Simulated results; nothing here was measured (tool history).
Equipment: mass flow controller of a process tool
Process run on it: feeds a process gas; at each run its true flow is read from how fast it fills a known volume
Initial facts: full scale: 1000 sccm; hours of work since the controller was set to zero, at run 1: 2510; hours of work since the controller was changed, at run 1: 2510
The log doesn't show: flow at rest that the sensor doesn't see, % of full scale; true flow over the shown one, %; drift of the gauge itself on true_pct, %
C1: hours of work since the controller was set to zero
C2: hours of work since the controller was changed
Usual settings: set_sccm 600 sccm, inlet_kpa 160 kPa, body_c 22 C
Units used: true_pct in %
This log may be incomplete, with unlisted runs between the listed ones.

{"run": 1, "hour": 0.0, "set_sccm": 600, "inlet_kpa": 160, "body_c": 22, "C1": 2510, "C2": 2510, "true_pct": 99.62}
{"run": 2, "hour": 254.2, "set_sccm": 600, "inlet_kpa": 160, "body_c": 22, "C1": 2631, "C2": 2631, "true_pct": 99.64}
{"run": 3, "hour": 476.8, "set_sccm": 600, "inlet_kpa": 160, "body_c": 22, "C1": 2738, "C2": 2738, "true_pct": 99.34}
{"run": 4, "hour": 811.3, "set_sccm": 600, "inlet_kpa": 160, "body_c": 22, "C1": 2898, "C2": 2898, "true_pct": 99.36}
{"run": 5, "hour": 1129.4, "set_sccm": 600, "inlet_kpa": 160, "body_c": 22, "C1": 3051, "C2": 3051, "true_pct": 99.48}
{"run": 6, "hour": 1550.2, "set_sccm": 600, "inlet_kpa": 160, "body_c": 22, "C1": 3252, "C2": 3252, "true_pct": 99.37}
{"run": 7, "hour": 1806.6, "set_sccm": 600, "inlet_kpa": 214, "body_c": 22, "C1": 3375, "C2": 3375, "true_pct": 99.32}
{"run": 8, "hour": 2092.3, "set_sccm": 600, "inlet_kpa": 214, "body_c": 22, "C1": 3512, "C2": 3512, "true_pct": 99.16}
{"run": 9, "hour": 2397.6, "set_sccm": 600, "inlet_kpa": 214, "body_c": 22, "C1": 3659, "C2": 3659, "true_pct": 99.04}
{"run": 10, "hour": 2669.9, "set_sccm": 600, "inlet_kpa": 214, "body_c": 22, "C1": 3789, "C2": 3789, "true_pct": 99.26}
{"run": 11, "hour": 3075.9, "set_sccm": 600, "inlet_kpa": 214, "body_c": 22, "C1": 3984, "C2": 3984, "true_pct": 98.92}
{"run": 12, "hour": 3363.3, "set_sccm": 600, "inlet_kpa": 214, "body_c": 22, "C1": 4121, "C2": 4121, "true_pct": 98.98}
{"run": 13, "hour": 3766.5, "set_sccm": 600, "inlet_kpa": 160, "body_c": 22, "C1": 4315, "C2": 4315, "true_pct": 98.71}
{"run": 14, "hour": 4185.0, "set_sccm": 600, "inlet_kpa": 160, "body_c": 22, "C1": 4515, "C2": 4515, "true_pct": 98.79}
{"run": 15, "hour": 4610.6, "set_sccm": 600, "inlet_kpa": 160, "body_c": 22, "C1": 4719, "C2": 4719, "true_pct": 98.59}
{"run": 16, "hour": 5073.8, "set_sccm": 600, "inlet_kpa": 160, "body_c": 22, "C1": 4941, "C2": 4941, "true_pct": 98.46}
{"hour": 5204.4, "done": "controller's zero set anew"}
{"run": 17, "hour": 5396.7, "set_sccm": 600, "inlet_kpa": 160, "body_c": 22, "C1": 92, "C2": 5096, "true_pct": 98.43}
{"run": 18, "hour": 5664.9, "set_sccm": 600, "inlet_kpa": 160, "body_c": 22, "C1": 221, "C2": 5224, "true_pct": 98.42}
{"run": 19, "hour": 5876.9, "set_sccm": 600, "inlet_kpa": 160, "body_c": 22, "C1": 322, "C2": 5326, "true_pct": 98.44}
{"run": 20, "hour": 6165.6, "set_sccm": 600, "inlet_kpa": 160, "body_c": 22, "C1": 461, "C2": 5464, "true_pct": 98.3}
{"run": 21, "hour": 6398.1, "set_sccm": 600, "inlet_kpa": 160, "body_c": 22, "C1": 572, "C2": 5576, "true_pct": 98.24}
{"run": 22, "hour": 6724.2, "set_sccm": 600, "inlet_kpa": 160, "body_c": 22, "C1": 728, "C2": 5732, "true_pct": 98.1}
{"run": 23, "hour": 7043.2, "set_sccm": 600, "inlet_kpa": 160, "body_c": 22, "C1": 881, "C2": 5885, "true_pct": 98.18}
{"run": 24, "hour": 7340.8, "set_sccm": 777, "inlet_kpa": 160, "body_c": 22, "C1": 1024, "C2": 6027, "true_pct": 98.28}
{"run": 25, "hour": 7796.6, "set_sccm": 380, "inlet_kpa": 152, "body_c": 22, "C1": 1242, "C2": 6246, "true_pct": 97.7}
{"run": 26, "hour": 8235.6, "set_sccm": 334, "inlet_kpa": 152, "body_c": 22, "C1": 1453, "C2": 6456, "true_pct": 97.44}
{"hour": 8564.7, "done": "controller exchanged for a calibrated one"}
{"run": 27, "hour": 8669.3, "set_sccm": 334, "inlet_kpa": 152, "body_c": 22, "C1": 50, "C2": 50, "true_pct": 97.35}
{"run": 28, "hour": 9076.6, "set_sccm": 838, "inlet_kpa": 228, "body_c": 21, "C1": 245, "C2": 245, "true_pct": 98.18}
{"run": 29, "hour": 9440.4, "set_sccm": 637, "inlet_kpa": 180, "body_c": 22, "C1": 420, "C2": 420, "true_pct": 97.64}
{"run": 30, "hour": 9703.6, "set_sccm": 880, "inlet_kpa": 156, "body_c": 22, "C1": 546, "C2": 546, "true_pct": 97.81}
{"run": 31, "hour": 9909.7, "set_sccm": 880, "inlet_kpa": 156, "body_c": 22, "C1": 645, "C2": 645, "true_pct": 97.82}
{"run": 32, "hour": 10342.2, "set_sccm": 880, "inlet_kpa": 149, "body_c": 22, "C1": 852, "C2": 852, "true_pct": 97.71}
{"run": 33, "hour": 10746.8, "set_sccm": 483, "inlet_kpa": 271, "body_c": 24, "C1": 1046, "C2": 1046, "true_pct": 97.18}
{"run": 34, "hour": 11071.5, "set_sccm": 171, "inlet_kpa": 227, "body_c": 21, "C1": 1201, "C2": 1201, "true_pct": 96.74}
{"run": 35, "hour": 11514.5, "set_sccm": 617, "inlet_kpa": 197, "body_c": 22, "C1": 1414, "C2": 1414, "true_pct": 97.14}
{"run": 36, "hour": 11835.0, "set_sccm": 359, "inlet_kpa": 230, "body_c": 22, "C1": 1567, "C2": 1567, "true_pct": 96.77}
{"run": 37, "hour": 12169.2, "set_sccm": 359, "inlet_kpa": 230, "body_c": 22, "C1": 1727, "C2": 1727, "true_pct": 96.86}
{"run": 38, "hour": 12549.1, "set_sccm": 359, "inlet_kpa": 230, "body_c": 22, "C1": 1910, "C2": 1910, "true_pct": 96.72}
{"run": 39, "hour": 12945.2, "set_sccm": 359, "inlet_kpa": 230, "body_c": 22, "C1": 2099, "C2": 2099, "true_pct": 96.55}
{"hour": 13105.5, "done": "gauge calibrated"}
{"run": 40, "hour": 13328.9, "set_sccm": 307, "inlet_kpa": 191, "body_c": 22, "C1": 2283, "C2": 2283, "true_pct": 99.31}
{"run": 41, "hour": 13626.5, "set_sccm": 600, "inlet_kpa": 160, "body_c": 20, "C1": 2426, "C2": 2426, "true_pct": 99.69}
{"run": 42, "hour": 13967.4, "set_sccm": 600, "inlet_kpa": 160, "body_c": 20, "C1": 2589, "C2": 2589, "true_pct": 99.51}
{"run": 43, "hour": 14154.5, "set_sccm": 600, "inlet_kpa": 160, "body_c": 20, "C1": 2679, "C2": 2679, "true_pct": 99.59}
{"run": 44, "hour": 14566.6, "set_sccm": 109, "inlet_kpa": 272, "body_c": 20, "C1": 2876, "C2": 2876, "true_pct": 98.91}
{"run": 45, "hour": 14849.9, "set_sccm": 109, "inlet_kpa": 182, "body_c": 36, "C1": 3012, "C2": 3012, "true_pct": 97.7}
{"run": 46, "hour": 15224.1, "set_sccm": 109, "inlet_kpa": 182, "body_c": 30, "C1": 3192, "C2": 3192, "true_pct": 97.94}
{"run": 47, "hour": 15526.2, "set_sccm": 588, "inlet_kpa": 238, "body_c": 39, "C1": 3336, "C2": 3336, "true_pct": 97.87}

Take each entry between the runs: how does the hidden state at the last listed run before it differ from the hidden state at the first listed run after it?
After run 16, before run 17: controller's zero set anew (hour 5204.4)
  flow at rest that the sensor doesn't see, % of full scale: -0.005 -> 0; drift of the gauge itself on true_pct, %: -1.1 -> -1.17
  measured value less the no-hidden-state value, true_pct: -1.09 -> -1.15 %
After run 26, before run 27: controller exchanged for a calibrated one (hour 8564.7)
  flow at rest that the sensor doesn't see, % of full scale: -0.002 -> -0.001; true flow over the shown one, %: 0.03 -> 0; drift of the gauge itself on true_pct, %: -1.79 -> -1.88
  measured value less the no-hidden-state value, true_pct: -1.76 -> -1.87 %
After run 39, before run 40: gauge calibrated (hour 13105.5)
  drift of the gauge itself on true_pct, %: -2.81 -> -0.05
  measured value less the no-hidden-state value, true_pct: -2.8 -> -0.04 %
